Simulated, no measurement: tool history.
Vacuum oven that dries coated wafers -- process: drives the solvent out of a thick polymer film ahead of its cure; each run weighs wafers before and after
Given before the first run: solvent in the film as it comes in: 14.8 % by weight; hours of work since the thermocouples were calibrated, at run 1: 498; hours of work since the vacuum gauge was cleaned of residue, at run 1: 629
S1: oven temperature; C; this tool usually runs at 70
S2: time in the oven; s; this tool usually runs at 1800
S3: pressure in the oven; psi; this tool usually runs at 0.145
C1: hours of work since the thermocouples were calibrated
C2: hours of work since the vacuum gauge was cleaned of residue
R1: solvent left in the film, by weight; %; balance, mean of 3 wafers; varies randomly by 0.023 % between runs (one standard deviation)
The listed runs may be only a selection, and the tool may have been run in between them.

| run | day | S1 | S2 | S3 | C1 | C2 | R1 |
|---|---|---|---|---|---|---|---|
| 1 | 0.000 | 70 | 1800 | 0.145 | 498 | 629 | 1.09 |
| 2 | 1.562 | 70 | 1800 | 0.145 | 520 | 651 | 1.10 |
| 3 | 2.883 | 70 | 1800 | 0.177 | 539 | 670 | 1.16 |
| 4 | 3.671 | 70 | 1800 | 0.177 | 550 | 681 | 1.13 |
| 5 | 4.946 | 70 | 1800 | 0.177 | 568 | 700 | 1.19 |
| 6 | 5.908 | 70 | 2220 | 0.145 | 582 | 713 | 0.76 |
| 7 | 7.504 | 70 | 2220 | 0.145 | 605 | 736 | 0.70 |
| 8 | 8.662 | 78 | 1800 | 0.145 | 621 | 752 | 0.39 |
| 9 | 9.925 | 78 | 1800 | 0.145 | 639 | 770 | 0.36 |
| 10 | 11.379 | 70 | 2160 | 0.145 | 660 | 791 | 0.80 |
| 11 | 12.112 | 70 | 2160 | 0.145 | 670 | 802 | 0.74 |
| 12 | 13.396 | 70 | 2160 | 0.145 | 689 | 820 | 0.82 |
| 13 | 14.325 | 70 | 2160 | 0.145 | 702 | 833 | 0.82 |
|  | 14.462 | vacuum gauge cleaned of residue and calibrated |
| 14 | 15.846 | 70 | 3240 | 0.096 | 723 | 20 | 0.36 |
| 15 | 17.083 | 70 | 1560 | 0.129 | 740 | 37 | 1.50 |
|  | 17.479 | vacuum gauge cleaned of residue and calibrated, once more |
| 16 | 18.208 | 70 | 1800 | 0.152 | 755 | 10 | 1.11 |
| 17 | 19.933 | 70 | 2580 | 0.145 | 780 | 35 | 0.53 |
| 18 | 20.808 | 57 | 1800 | 0.249 | 792 | 47 | 4.64 |
| 19 | 22.162 | 57 | 1620 | 0.249 | 811 | 67 | 5.07 |
| 20 | 23.762 | 56 | 2400 | 0.212 | 834 | 89 | 3.67 |
| 21 | 24.838 | 56 | 2400 | 0.212 | 850 | 105 | 3.70 |

Across each entry between runs, compare the hidden state at the last listed run before it with the hidden state at the first listed run after it:
Logged between run 13 and run 14: vacuum gauge cleaned of residue and calibrated (day 14.462)
  true wafer temperature over the reading, C: -1.08 -> -1.11; true pressure over the reading, kPa: 0.1 -> 0.156
  measured result minus the result with no hidden state, R1: +0.14 -> +0.09 %
Logged between run 15 and run 16: vacuum gauge cleaned of residue and calibrated, once more (day 17.479)
  true wafer temperature over the reading, C: -1.13 -> -1.15; true pressure over the reading, kPa: 0.159 -> 0.002
  measured result minus the result with no hidden state, R1: +0.24 -> +0.16 %

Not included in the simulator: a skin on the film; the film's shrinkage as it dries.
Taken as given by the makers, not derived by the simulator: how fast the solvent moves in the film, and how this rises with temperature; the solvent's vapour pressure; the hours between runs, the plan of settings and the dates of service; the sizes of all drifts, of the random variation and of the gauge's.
